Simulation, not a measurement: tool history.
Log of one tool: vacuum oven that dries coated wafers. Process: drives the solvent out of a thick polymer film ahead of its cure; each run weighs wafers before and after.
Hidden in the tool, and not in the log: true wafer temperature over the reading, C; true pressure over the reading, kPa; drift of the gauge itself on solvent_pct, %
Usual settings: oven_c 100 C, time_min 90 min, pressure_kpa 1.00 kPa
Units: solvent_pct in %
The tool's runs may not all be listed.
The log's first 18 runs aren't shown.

| run | hour | oven_c | time_min | pressure_kpa | hours of work since the thermocouples were calibrated | hours of work since the vacuum gauge was cleaned of residue | solvent_pct |
|---|---|---|---|---|---|---|---|
| 19 | 684.8 | 111 | 95 | 3.59 | 1306 | 444 | 4.14 |
| 20 | 717.9 | 101 | 60 | 0.51 | 1324 | 461 | 2.01 |
| 21 | 751.6 | 101 | 60 | 1.46 | 1342 | 480 | 3.49 |
| 22 | 797.5 | 101 | 60 | 1.46 | 1367 | 504 | 3.42 |
| 23 | 823.4 | 100 | 90 | 0.54 | 1381 | 518 | 1.46 |
| 24 | 853.9 | 102 | 90 | 2.87 | 1397 | 535 | 4.66 |
| 25 | 884.5 | 100 | 90 | 0.64 | 1414 | 551 | 1.59 |
| 26 | 927.6 | 113 | 53 | 1.32 | 1437 | 574 | 1.72 |
| 27 | 975.8 | 113 | 53 | 1.32 | 1463 | 600 | 1.79 |
| 28 | 1028.8 | 101 | 145 | 0.83 | 1492 | 629 | 1.50 |
| 29 | 1069.3 | 86 | 88 | 1.10 | 1513 | 651 | 5.19 |
| 30 | 1094.2 | 86 | 88 | 1.10 | 1527 | 664 | 5.23 |
| 31 | 1132.4 | 103 | 58 | 0.62 | 1547 | 685 | 2.01 |
| 32 | 1180.0 | 103 | 58 | 0.62 | 1573 | 711 | 2.02 |
| 33 | 1209.1 | 111 | 68 | 1.00 | 1589 | 726 | 1.41 |
| 34 | 1244.3 | 94 | 114 | 1.00 | 1608 | 745 | 2.68 |
| 35 | 1271.8 | 94 | 114 | 1.00 | 1623 | 760 | 2.73 |
| 36 | 1312.7 | 87 | 51 | 3.43 | 1645 | 782 | 11.08 |

5 ways to go on from here, each from the tool as it stands after run 36. What would each give?
| A | 1367.2 | 87 | 51 | 0.62 | 1674 | 811 | ? |
| B | 1367.2 | 100 | 79 | 3.37 | 1674 | 811 | ? |
| C | 1367.2 | 111 | 51 | 0.70 | 1674 | 811 | ? |
| D | 1367.2 | 87 | 51 | 1.73 | 1674 | 811 | ? |
| E | 1367.2 | 95 | 108 | 0.87 | 1674 | 811 | ? |

| run | solvent_pct |
|---|---|
| A | 5.89 |
| B | 6.15 |
| C | 1.32 |
| D | 7.96 |
| E | 2.37 |
Without the tool's hidden state the same runs would have given:
| run | solvent_pct |
|---|---|
| A | 6.05 |
| B | 6.35 |
| C | 1.34 |
| D | 8.18 |
| E | 2.35 |

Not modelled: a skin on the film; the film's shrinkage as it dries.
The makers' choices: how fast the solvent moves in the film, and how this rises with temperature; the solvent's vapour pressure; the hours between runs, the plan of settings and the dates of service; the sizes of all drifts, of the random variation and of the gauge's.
